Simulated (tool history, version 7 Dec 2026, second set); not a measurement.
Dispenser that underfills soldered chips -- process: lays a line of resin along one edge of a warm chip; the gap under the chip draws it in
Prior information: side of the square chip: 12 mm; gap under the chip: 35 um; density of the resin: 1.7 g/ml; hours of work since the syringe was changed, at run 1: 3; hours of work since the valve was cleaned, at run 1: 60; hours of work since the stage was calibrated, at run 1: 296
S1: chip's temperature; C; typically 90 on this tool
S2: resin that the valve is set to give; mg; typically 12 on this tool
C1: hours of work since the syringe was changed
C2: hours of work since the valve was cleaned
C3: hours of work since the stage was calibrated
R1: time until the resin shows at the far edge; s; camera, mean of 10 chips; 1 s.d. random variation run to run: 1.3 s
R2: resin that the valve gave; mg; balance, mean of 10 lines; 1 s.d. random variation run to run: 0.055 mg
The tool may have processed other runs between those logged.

run,hour,S1,S2,C1,C2,C3,R1,R2
1,0,90,12,3,60,296,155.6,11.44
# hour 3.4: new syringe of resin
# hour 7: dispensing valve cleaned and set on the balance
2,12.5,92,12,5,3,303,154,11.92
# hour 14: new syringe of resin
# hour 22.7: new syringe of resin
3,23.4,92,12,0,10,309,134,12.06
4,29.6,92,12,4,14,313,151.9,11.91
# hour 31.5: new syringe of resin
# hour 40.4: new syringe of resin
5,42,92,12,1,21,320,136.3,11.82
# hour 49.4: new syringe of resin
6,54.3,92,12,3,28,328,148.4,11.73
# hour 58.8: new syringe of resin
7,63.4,76,12,3,34,333,305.2,11.78
# hour 68: new syringe of resin
8,70.1,76,12,1,38,337,295.9,11.67
# hour 77.7: new syringe of resin
9,78.4,76,12,0,43,342,294.7,11.64
10,85.4,76,12,5,47,346,341.5,11.6
# hour 86.4: new syringe of resin
# hour 95.7: new syringe of resin
11,98.5,76,12,2,55,354,304.6,11.59
# hour 104.7: new syringe of resin
12,106,76,12,1,59,359,292.7,11.56
# hour 113.5: dispensing valve cleaned and set on the balance
# hour 114.9: new syringe of resin
13,116.5,94,12,1,2,364,125.4,12.01
# hour 123.9: new syringe of resin
14,129.2,94,12,3,9,372,134.5,11.91
# hour 132.7: new syringe of resin
15,137.9,90,10.2,3,14,377,171.3,10.06
# hour 141.8: new syringe of resin
16,144.5,104,10.8,2,18,381,86.1,10.66
17,149.9,77,12.4,5,22,384,325.5,12.22
# hour 151.3: new syringe of resin
18,158.5,77,12.8,4,27,389,316.6,12.47
# hour 160: new syringe of resin
19,168,90,12.9,5,32,395,169.8,12.63
# hour 169.5: new syringe of resin
# hour 178.8: new syringe of resin
20,181.4,78,13.8,2,40,403,275.5,13.42
# hour 188.3: new syringe of resin
21,189.6,80,14.4,1,45,408,242.2,14.03
# hour 197: new syringe of resin
22,200,88,12.5,2,51,414,174.6,12.05
# hour 206.6: new syringe of resin
23,210.9,90,12.6,3,58,421,159.5,12.08
# hour 215.4: new syringe of resin
24,218.2,90,12.6,2,62,425,156.6,12.09
# hour 220.9: dispensing valve cleaned and set on the balance
# hour 225.8: new syringe of resin
25,229.3,90,12,2,5,431,156.2,12.08
# hour 234.6: new syringe of resin
26,238.6,90,15,2,11,436,152.5,14.95
# hour 243.7: new syringe of resin
27,248.3,86,15,3,16,442,190,14.81
# hour 253: new syringe of resin
28,256.1,86,12.7,2,21,447,189.8,12.51
# hour 262.5: new syringe of resin
29,262.9,103,13,0,25,451,82.9,12.81
30,270.7,97,13.6,5,30,456,126.7,13.38

The same runs without the tool's hidden state, with the same run-to-run variation:
Hidden state at play: resin's viscosity, % of fresh resin's; dose that the valve gives, % of what is set; true chip temperature over the reading, C; drift of the gauge itself on fill_s, %; drift of the gauge itself on given_mg, %.
run,R1,R2
1,129.7,11.95
2,120.7,11.97
3,121.1,12.16
4,119.9,12.03
5,120.5,12
6,119.4,11.97
7,251.3,12.06
8,254.5,11.98
9,256.3,11.99
10,254.7,11.99
11,252.3,12.04
12,256.9,12.04
13,109.7,12.05
14,108,12.02
15,137.7,10.19
16,72.6,10.82
17,240.6,12.43
18,240.5,12.73
19,128.5,12.94
20,225,13.82
21,205.7,14.49
22,144,12.51
23,130.3,12.59
24,128.9,12.64
25,129.3,12.1
26,124.9,15.04
27,153.5,14.96
28,157.3,12.67
29,73.2,13.01
30,94,13.63
